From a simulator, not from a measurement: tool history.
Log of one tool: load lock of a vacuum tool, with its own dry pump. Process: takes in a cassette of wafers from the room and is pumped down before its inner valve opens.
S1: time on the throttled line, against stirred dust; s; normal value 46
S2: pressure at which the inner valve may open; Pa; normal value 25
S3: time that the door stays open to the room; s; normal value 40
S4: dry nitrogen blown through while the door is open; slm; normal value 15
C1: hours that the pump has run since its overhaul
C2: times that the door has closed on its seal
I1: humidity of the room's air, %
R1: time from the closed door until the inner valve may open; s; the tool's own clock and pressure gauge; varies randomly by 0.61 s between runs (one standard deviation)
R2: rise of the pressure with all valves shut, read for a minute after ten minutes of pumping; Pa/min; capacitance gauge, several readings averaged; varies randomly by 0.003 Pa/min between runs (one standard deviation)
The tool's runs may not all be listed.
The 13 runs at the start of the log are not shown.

run     hour  S1  S2   S3  S4     C1     C2    I1     R1     R2
 14   3963.2  46  36   40  15   5706  69419  42.5   90.4  0.230
 15   4284.3  46  22   40  15   6027  70595  45.5   94.2  0.247
 16   4730.4  46  22   40  15   6473  72228  43.4   94.9  0.254
 17   4980.4  46  25   40  10   6723  73144  43.7   93.2  0.260
 18   5189.5  46  25   40  10   6932  73910  46.4   93.5  0.263
      5495.9  -- door's seal changed, seat wiped
 19   5620.4  50  25   40  15   7362    456  42.4   96.7  0.033
 20   6004.0  50  25   40  15   7745   1861  45.6   97.9  0.041
 21   6393.1  80  25   44  15   8134   3286  44.4  116.1  0.034
 22   6590.0  26  35  127  11   8331   4007  43.1   79.9  0.060
 23   6917.7  38  30  127  11   8659   5207  45.1   88.6  0.060
 24   7215.8  38  30  127  11   8957   6299  42.5   89.1  0.056
 25   7631.9  26  25   40  15   9373   7823  46.1   82.9  0.047
 26   8029.8  46  25  152  15   9771   9280  45.9   95.8  0.065
 27   8318.3  46  25  152  15  10059  10336  44.9   97.2  0.068
 28   8580.0  61  25   45   4  10321  11295  41.0  108.4  0.055
 29   8910.5  46  43   29  15  10652  12505  42.4   92.2  0.048
 30   9123.2  23  38   40  15  10864  13284  43.5   80.1  0.051
 31   9484.6  49  21   40  15  11226  14608  46.5  101.6  0.056
 32   9928.9  49  21   40  15  11670  16235  46.6  102.3  0.054
 33  10397.0  74  27  143  18  12138  17949  45.4  117.1  0.072
     10479.3  -- dry pump taken out, an overhauled one fitted
 34  10648.6  74  27  143  18    169  18848  48.1  107.1  0.082
 35  11101.3  39  27  143  14    622  20506  43.5   83.0  0.090
 36  11310.1  75  25   40   5    831  21271  45.5  109.7  0.079
 37  11683.0  46  34   38  11   1204  22637  38.9   87.1  0.071

Each row is a separate what-if for the run after 37, all from the same tool condition, not one after another. Results?
  A  12127.3  64  34   83  12  1648  24264  43.2   ?   ?
  B  12127.3  27  34  110  10  1648  24264  46.5   ?   ?
  C  12127.3  45  33   38  11  1648  24264  45.7   ?   ?

run    R1     R2
  A  99.4  0.082
  B  73.9  0.102
  C  86.7  0.079
With no hidden state in the tool, these same runs would have given:
run    R1     R2
  A  98.2  0.040
  B  72.3  0.059
  C  85.3  0.036
